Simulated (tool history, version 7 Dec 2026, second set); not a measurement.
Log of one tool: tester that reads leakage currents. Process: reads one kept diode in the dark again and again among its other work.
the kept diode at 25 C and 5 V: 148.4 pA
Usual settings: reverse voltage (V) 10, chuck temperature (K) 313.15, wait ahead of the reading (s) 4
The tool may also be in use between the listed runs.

run    hour  reverse voltage (V)  chuck temperature (K)  wait ahead of the reading (s)  current that the tester gives (pA)
  1       0                   10                 313.15                              4                              660.26
  2    37.6                  3.1                 313.15                              4                              337.44
  3    82.9                  3.1                 313.15                              4                              336.65
  4   109.2                   10                 313.15                              4                              666.65
  5   145.7                   10                 313.15                              4                              661.75
  6   198.6                  2.7                 313.15                              4                              311.68
  7   251.5                  2.7                 313.15                              4                              313.61
  8   307.9                  2.7                 295.15                              4                               89.84
  9     341                   10                 313.15                           8.61                              673.71
 10   372.3                   10                 313.15                              4                              670.01
 11   411.6                   10                 313.15                              4                              668.67
 12   435.3                   10                 324.15                              4                             1352.21
 13   478.6                   10                 324.15                              4                             1354.29
 14   531.1                   10                 324.15                              4                             1353.21
 15   557.1                   10                 324.15                              4                             1354.28
      564.3  -- tester calibrated
 16   589.3                   10                 313.15                           1.56                              679.35
 17   635.3                   10                 313.15                           1.63                               678.3
      673.7  -- tester calibrated, once more
 18     685                   10                 313.15                           1.63                              674.76
 19     725                  1.7                 313.15                              4                              242.18
 20   768.5                  1.7                 313.15                              4                              243.58
 21   825.3                  1.7                 313.15                              4                              242.52
 22   859.7                  1.8                 302.15                           2.16                              119.33
 23   883.7                  1.8                 302.15                           2.16                              119.49
 24   927.8                  1.8                 302.15                           2.16                              119.76
 25   976.6                  1.8                 302.15                           2.16                              120.38
 26  1004.9                  1.8                 302.15                           2.16                              120.99
 27  1031.2                  1.7                 302.15                           2.16                              116.68
 28  1085.2                  6.3                 302.15                           2.99                              250.02
 29  1126.4                  6.3                 302.15                           2.99                              249.08
 30  1157.4                   10                 313.15                           1.96                               688.8
 31  1197.1                  1.2                 313.15                           1.22                              200.88
 32  1231.9                  1.2                 309.15                           3.05                              155.22
 33  1275.2                  1.2                 309.15                           3.05                              154.07
 34    1300                   10                 313.15                           0.87                              690.59
 35  1341.7                  3.8                 321.15                           0.87                              658.59
 36  1388.6                  3.8                 321.15                           0.87                              658.91
 37  1439.3                  4.1                 321.15                           0.43                              686.77
 38  1480.5                  2.3                 312.15                            3.9                              277.12
 39  1527.8                   10                 295.15                              4                              205.42
 40  1554.7                   10                 313.15                            1.5                              694.79

How would selected steps in current that the tester gives (pA) from run to run divide? Give the signed amount a tool lacking its hidden state would still show from settings, what came in and random variation, and the signed amount left for the hidden state, including any gauge scatter that is not in both of the compared results.
What the log doesn't record here: stray current of the dirty probe card, pA a volt; current scale over the true one, %; true chuck temperature over the reading, C; drift of the gauge itself on leakage_pa, %.
Run 8 -> 9: reverse voltage (V) 2.7 -> 10, chuck temperature (K) 295.15 -> 313.15, wait ahead of the reading (s) 4 -> 8.61. current that the tester gives (pA) +583.87: hidden state +34.4, all else +549.47.
Run 11 -> 12: chuck temperature (K) 313.15 -> 324.15. current that the tester gives (pA) +683.54: hidden state +33.72, all else +649.82.
Run 15 -> 16: chuck temperature (K) 324.15 -> 313.15, wait ahead of the reading (s) 4 -> 1.56, tester calibrated. current that the tester gives (pA) -674.93: hidden state -33.01, all else -641.92.
Run 30 -> 31: reverse voltage (V) 10 -> 1.2, wait ahead of the reading (s) 1.96 -> 1.22. current that the tester gives (pA) -487.92: hidden state -41.54, all else -446.38.
Run 33 -> 34: reverse voltage (V) 1.2 -> 10, chuck temperature (K) 309.15 -> 313.15, wait ahead of the reading (s) 3.05 -> 0.87. current that the tester gives (pA) +536.52: hidden state +47.68, all else +488.84.
Run 39 -> 40: chuck temperature (K) 295.15 -> 313.15, wait ahead of the reading (s) 4 -> 1.5. current that the tester gives (pA) +489.37: hidden state +38.64, all else +450.73.
